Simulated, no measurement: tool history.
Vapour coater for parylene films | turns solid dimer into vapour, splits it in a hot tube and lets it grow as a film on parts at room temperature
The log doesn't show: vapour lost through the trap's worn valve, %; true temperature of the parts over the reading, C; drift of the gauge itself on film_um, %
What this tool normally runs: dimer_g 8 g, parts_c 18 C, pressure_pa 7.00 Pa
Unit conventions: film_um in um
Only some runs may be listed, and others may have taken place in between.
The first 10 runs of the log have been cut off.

run,day,dimer_g,parts_c,pressure_pa,hours of work since the trap's valve was overhauled,hours of work since the table's thermometer was calibrated,film_um
11,22.883,8,18,9.18,245,36,1.46
12,26.142,8,18,9.18,293,83,1.44
13,29.083,8,10,9.18,336,127,1.72
14,30.975,8,18,7.00,364,154,1.45
15,32.892,8,18,7.00,392,182,1.43
16,35.192,8,18,7.00,426,216,1.42
17,36.792,8,18,9.48,449,240,1.41
18,39.333,12,18,9.93,486,277,2.07
19,42.229,12,18,9.93,529,319,2.03
20,44.496,5,17,9.93,562,353,0.85
# day 47.204: trap's valve overhauled
21,47.204,6,24,7.08,0,390,1.01
22,49.458,8,18,3.19,33,423,1.65
23,51.750,8,18,3.19,67,457,1.64
24,53.212,8,18,3.19,88,478,1.63
25,54.662,8,18,3.19,109,500,1.63
26,56.267,13,12,2.40,133,523,3.05
27,57.771,13,12,2.40,155,545,3.01
28,60.112,9,23,5.17,189,580,1.51
29,63.458,8,18,2.35,239,629,1.60
30,65.854,10,18,11.27,274,664,1.76
31,68.112,10,18,11.27,307,697,1.74
32,69.929,10,18,11.27,334,724,1.73

What if the next run were any one of these 4? Each begins from the tool's condition after run 32:
A,72.054,8,22,7.00,365,755,?
B,72.054,8,18,4.26,365,755,?
C,72.054,8,16,4.14,365,755,?
D,72.054,4,15,7.45,365,755,?

run,film_um
A,1.32
B,1.47
C,1.56
D,0.78
With no hidden state in the tool, these same runs would have given:
run,film_um
A,1.44
B,1.62
C,1.71
D,0.85
